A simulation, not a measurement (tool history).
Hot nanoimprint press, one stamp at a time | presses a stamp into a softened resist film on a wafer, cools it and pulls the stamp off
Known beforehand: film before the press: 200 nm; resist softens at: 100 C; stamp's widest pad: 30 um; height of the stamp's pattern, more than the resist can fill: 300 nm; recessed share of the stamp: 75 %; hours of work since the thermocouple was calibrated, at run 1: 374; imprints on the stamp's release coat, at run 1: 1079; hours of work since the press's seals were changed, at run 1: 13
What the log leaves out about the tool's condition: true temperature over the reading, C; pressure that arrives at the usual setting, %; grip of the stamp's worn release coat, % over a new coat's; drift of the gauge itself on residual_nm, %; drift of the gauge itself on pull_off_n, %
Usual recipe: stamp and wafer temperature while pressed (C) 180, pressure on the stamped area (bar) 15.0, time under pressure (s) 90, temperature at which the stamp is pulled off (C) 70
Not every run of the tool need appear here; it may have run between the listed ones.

run,hour,stamp and wafer temperature while pressed (C),pressure on the stamped area (bar),time under pressure (s),temperature at which the stamp is pulled off (C),hours of work since the thermocouple was calibrated,imprints on the stamp's release coat,hours of work since the press's seals were changed,resist left under the stamp's widest pad (nm),greatest force while the stamp is pulled off (N)
1,0.0,180,15.0,90,70,374,1079,13,88.4,182
2,5.4,180,15.0,90,70,376,1089,15,88.3,177
3,13.7,180,15.0,90,66,380,1104,19,88.5,177
4,18.6,180,15.0,90,67,382,1113,21,89.4,171
5,27.9,180,15.0,90,67,386,1130,25,89.8,179
6,38.0,180,15.0,90,67,390,1148,29,89.5,178
7,45.1,180,15.0,90,67,393,1161,32,88.2,175
8,50.6,180,15.0,90,67,396,1171,34,88.4,173
9,58.8,180,15.0,90,67,399,1186,38,88.4,176
10,64.3,180,18.9,90,61,402,1196,40,81.2,192
11,70.7,180,21.9,90,62,404,1208,43,74.9,191
12,75.7,181,15.0,90,56,406,1217,45,86.3,192
13,85.5,181,15.0,90,56,411,1235,49,85.8,203
14,94.5,181,20.7,90,56,414,1252,53,74.4,199
15,103.6,169,9.7,75,56,418,1268,57,152.0,199

Each row is a separate what-if for the run after 15, all from the same tool condition, not one after another. Results?
A,111.5,185,9.7,75,57,422,1283,60,?,?
B,111.5,188,9.7,86,57,422,1283,60,?,?
C,111.5,173,17.7,75,70,422,1283,60,?,?
D,111.5,169,9.7,106,56,422,1283,60,?,?
E,111.5,178,15.0,100,70,422,1283,60,?,?

run,resist left under the stamp's widest pad (nm),greatest force while the stamp is pulled off (N)
A,96.5,192
B,83.0,198
C,113.0,176
D,139.8,190
E,91.8,176
Had the tool no hidden state, the same runs would have come out as:
run,resist left under the stamp's widest pad (nm),greatest force while the stamp is pulled off (N)
A,96.8,189
B,83.3,195
C,113.3,173
D,140.1,187
E,92.1,173

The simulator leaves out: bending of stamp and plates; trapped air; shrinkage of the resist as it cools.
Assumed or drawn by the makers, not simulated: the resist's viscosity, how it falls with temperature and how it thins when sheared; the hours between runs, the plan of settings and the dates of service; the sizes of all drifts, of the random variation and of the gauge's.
